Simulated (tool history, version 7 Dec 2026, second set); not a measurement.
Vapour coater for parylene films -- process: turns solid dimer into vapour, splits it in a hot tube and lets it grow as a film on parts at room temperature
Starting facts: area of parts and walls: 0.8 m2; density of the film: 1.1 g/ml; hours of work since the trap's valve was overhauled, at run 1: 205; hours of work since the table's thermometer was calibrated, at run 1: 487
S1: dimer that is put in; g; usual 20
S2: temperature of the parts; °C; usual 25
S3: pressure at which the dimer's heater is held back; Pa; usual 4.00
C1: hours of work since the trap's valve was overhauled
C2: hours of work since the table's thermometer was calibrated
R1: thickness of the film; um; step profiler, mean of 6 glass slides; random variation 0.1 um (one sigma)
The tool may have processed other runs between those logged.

run	hour	S1	S2	S3	C1	C2	R1
1	0.0	20	25	4.00	205	487	12.18
2	45.2	20	25	4.00	226	509	12.11
3	88.7	10	25	4.00	247	529	5.95
4	121.3	10	25	4.00	262	545	6.00
5	147.1	10	25	4.00	275	557	5.93
6	179.6	10	25	4.00	290	572	5.90
7	209.3	10	25	4.00	304	587	5.86
8	251.9	20	21	4.00	324	607	12.61
9	294.2	20	22	4.00	344	627	12.34
10	318.7	20	22	4.00	356	638	12.06
11	367.5	18	25	4.00	379	662	10.39
12	407.1	18	25	4.00	398	680	10.30
13	443.4	23	25	4.00	415	698	13.28
14	464.2	20	20	4.00	425	708	12.42
15	488.6	20	25	4.00	437	719	11.44
# hour 495.2: trap's valve overhauled
16	532.4	20	25	4.00	18	738	10.99
17	562.3	20	25	4.00	32	752	11.08
# hour 584.6: trap's valve overhauled, once more
18	600.8	20	25	4.00	8	769	12.80
19	644.3	20	25	4.00	28	789	12.66
20	687.6	20	25	4.00	49	810	12.72
21	737.8	20	25	4.00	73	834	12.56
22	780.6	20	25	4.00	93	854	12.60
23	824.4	20	25	4.00	114	875	12.47
24	850.6	10	27	4.00	126	887	5.86
25	900.4	32	25	8.22	150	911	18.26
26	930.8	32	29	6.20	164	925	17.72
27	968.2	32	29	6.20	182	943	17.64
28	991.3	32	29	6.20	193	954	17.47
29	1042.2	32	19	6.20	217	978	20.44
30	1092.2	32	19	7.87	241	1002	20.16
31	1136.5	9	29	7.50	262	1023	4.75
32	1180.1	9	29	7.50	283	1044	4.60
33	1218.2	11	25	4.00	301	1062	6.54
34	1262.6	9	35	4.03	322	1083	4.57
35	1283.1	9	35	4.03	332	1092	4.50

For run 36, what comes out?
36	1312.5	24	30	9.96	345	1106	?

R1: 11.62 um
With the hidden condition absent and the run-to-run variation left alone, this run would have shown R1 12.69 um.
